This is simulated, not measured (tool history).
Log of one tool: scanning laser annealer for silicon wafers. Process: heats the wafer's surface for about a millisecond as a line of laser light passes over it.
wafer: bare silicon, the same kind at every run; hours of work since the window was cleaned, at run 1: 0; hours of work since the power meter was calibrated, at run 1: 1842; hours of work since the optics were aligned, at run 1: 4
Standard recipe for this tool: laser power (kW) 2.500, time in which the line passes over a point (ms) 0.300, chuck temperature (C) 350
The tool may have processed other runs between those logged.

run	hour	laser power (kW)	time in which the line passes over a point (ms)	chuck temperature (C)	hours of work since the window was cleaned	hours of work since the power meter was calibrated	hours of work since the optics were aligned	highest temperature of the surface (C)
1	0.0	2.500	0.300	350	0	1842	4	1081
2	46.1	2.500	0.300	350	32	1874	36	1080
3	87.0	2.500	0.300	350	61	1903	65	1079
4	167.6	2.500	0.300	350	118	1960	122	1073
5	200.6	2.500	0.300	350	141	1983	145	1069
6	243.0	2.500	0.300	350	171	2013	175	1070
7	322.7	2.500	0.300	350	227	2069	231	1063
8	357.3	2.500	0.300	350	251	2093	255	1064
9	415.7	2.500	0.300	350	292	2134	296	1064
10	472.7	2.500	0.300	350	332	2174	336	1059
# hour 490.2: window over the wafer cleaned
11	535.3	2.500	0.300	350	32	2217	379	1075
12	568.8	2.500	0.300	387	55	2240	402	1110
13	641.6	2.247	0.270	330	106	2291	453	942
14	681.9	2.247	0.270	330	135	2320	482	940
15	745.3	2.178	0.262	350	179	2364	526	932
16	815.1	2.507	0.256	330	228	2413	575	987
17	849.3	2.507	0.331	339	252	2437	599	1086
# hour 858.8: optics aligned, line set to its width
18	924.5	2.507	0.331	339	302	2487	46	1085
19	975.0	2.507	0.331	339	337	2522	82	1078
# hour 983.3: window over the wafer cleaned
20	1025.4	2.507	0.331	339	30	2556	116	1099
21	1068.7	2.690	0.268	350	60	2586	146	1077
22	1102.6	2.690	0.271	341	84	2610	170	1068
23	1141.3	2.690	0.338	341	111	2637	197	1159
24	1192.7	2.628	0.348	374	147	2674	233	1182

5 options for the next run, each taken on its own from the tool as it stands now. Forecast them:
A	1231.8	2.584	0.225	374	175	2701	261	?
B	1231.8	2.363	0.300	346	175	2701	261	?
C	1231.8	2.628	0.345	374	175	2701	261	?
D	1231.8	2.568	0.257	374	175	2701	261	?
E	1231.8	2.215	0.300	350	175	2701	261	?

run	highest temperature of the surface (C)
A	1001
B	1018
C	1179
D	1046
E	977
Without the tool's hidden state the same runs would have given:
run	highest temperature of the surface (C)
A	1025
B	1043
C	1210
D	1072
E	1001
